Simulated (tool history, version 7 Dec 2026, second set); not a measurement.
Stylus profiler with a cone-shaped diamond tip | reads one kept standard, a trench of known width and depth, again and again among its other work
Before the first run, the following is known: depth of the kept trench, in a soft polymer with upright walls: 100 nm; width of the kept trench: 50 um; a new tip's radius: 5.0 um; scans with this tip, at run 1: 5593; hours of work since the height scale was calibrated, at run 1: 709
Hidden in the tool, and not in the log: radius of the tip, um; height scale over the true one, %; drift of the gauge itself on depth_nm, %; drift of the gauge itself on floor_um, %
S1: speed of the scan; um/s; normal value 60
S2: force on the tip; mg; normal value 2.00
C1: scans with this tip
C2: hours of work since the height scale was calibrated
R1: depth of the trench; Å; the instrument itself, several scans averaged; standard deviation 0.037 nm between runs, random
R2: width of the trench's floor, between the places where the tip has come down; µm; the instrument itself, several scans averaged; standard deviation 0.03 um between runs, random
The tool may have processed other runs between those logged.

run	day	S1	S2	C1	C2	R1	R2
1	0.000	60	2.00	5593	709	1011.4	47.29
2	4.600	60	2.00	6186	784	1011.0	47.30
3	7.738	60	2.00	6591	835	1010.7	47.21
4	11.579	60	2.00	7086	898	1011.0	47.24
5	15.662	60	2.00	7613	965	1011.8	47.20
6	19.496	60	2.00	8108	1027	1011.9	47.17
7	24.488	60	2.00	8751	1109	1011.9	47.17
8	29.067	60	2.00	9342	1184	1011.0	47.17
9	32.175	60	2.00	9743	1235	1011.9	47.17
10	36.938	60	2.00	10357	1312	1011.9	47.08
11	40.117	60	2.00	10767	1364	1012.1	47.13
12	43.325	60	2.00	11181	1417	1012.1	47.01
13	48.758	25	2.00	11882	1505	1013.2	47.27
14	54.062	34	2.00	12566	1592	1012.2	47.17
15	59.279	34	2.00	13239	1677	1012.2	47.12
16	63.471	34	2.00	13779	1746	1012.4	47.13
17	67.629	34	2.00	14316	1814	1012.9	47.13
# day 69.538: height scale calibrated on a step standard
18	70.375	34	2.00	14667	14	1010.1	47.06
19	74.254	34	2.00	15168	77	1010.0	47.08
20	79.179	34	2.00	15803	158	1010.3	47.06
21	81.975	34	2.00	16163	203	1010.8	47.05
22	87.004	54	2.00	16812	285	1010.8	46.88
23	91.483	54	2.00	17390	359	1010.1	46.89
24	95.483	145	2.00	17906	424	1011.0	46.15

Run 25 comes next. What will it give?
25	99.579	113	3.79	18434	491	?	?

R1: 1016.4 Å
R2: 46.56 µm
With no hidden state in the tool, this same run would have given R1 1015.3 Å, R2 47.37 µm.
